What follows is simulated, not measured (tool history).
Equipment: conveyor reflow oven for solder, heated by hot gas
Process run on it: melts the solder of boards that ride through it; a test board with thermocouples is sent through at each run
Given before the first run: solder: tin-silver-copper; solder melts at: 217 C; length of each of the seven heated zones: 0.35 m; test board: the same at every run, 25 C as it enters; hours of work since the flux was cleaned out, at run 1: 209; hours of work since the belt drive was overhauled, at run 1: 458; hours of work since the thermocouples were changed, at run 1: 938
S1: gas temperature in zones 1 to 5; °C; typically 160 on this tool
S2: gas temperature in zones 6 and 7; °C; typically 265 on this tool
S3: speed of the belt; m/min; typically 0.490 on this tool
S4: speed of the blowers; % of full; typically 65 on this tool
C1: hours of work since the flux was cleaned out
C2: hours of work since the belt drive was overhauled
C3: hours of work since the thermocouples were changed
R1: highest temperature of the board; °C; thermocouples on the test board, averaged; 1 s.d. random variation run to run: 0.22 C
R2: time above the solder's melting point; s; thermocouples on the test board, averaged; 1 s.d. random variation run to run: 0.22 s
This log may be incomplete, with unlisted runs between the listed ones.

run,hour,S1,S2,S3,S4,C1,C2,C3,R1,R2
1,0.0,160,265,0.490,65,209,458,938,249.0,57.2
2,35.0,147,265,0.490,65,235,484,963,246.6,51.2
3,72.5,161,265,0.490,65,262,512,991,248.9,57.7
4,108.4,161,265,0.490,65,289,538,1018,248.5,57.3
5,142.8,161,265,0.490,65,315,564,1043,248.6,57.4
6,171.9,161,265,0.490,65,336,585,1065,248.6,57.1
# hour 191.6: flux residue cleaned out of gas plates and filters
# hour 210.4: thermocouples of zones 6 and 7 changed
7,220.2,161,265,0.490,65,20,616,7,248.8,56.6
8,248.9,161,265,0.442,65,41,637,29,251.9,67.2
9,282.2,161,265,0.442,65,66,662,53,251.4,67.5
# hour 324.8: flux residue cleaned out of gas plates and filters, once more
10,329.2,161,265,0.442,65,3,693,84,254.3,70.3
11,347.4,170,265,0.442,65,17,706,98,254.8,74.8
12,375.3,170,265,0.442,65,37,727,118,255.0,74.1

What will run 13 give?
13,413.6,170,264,0.442,79,66,755,147,?,?

Run 13 gave R1 256.4 °C, R2 76.6 s.
Had the tool carried no hidden state, the very same run would have given R1 256.6 °C, R2 76.3 s.
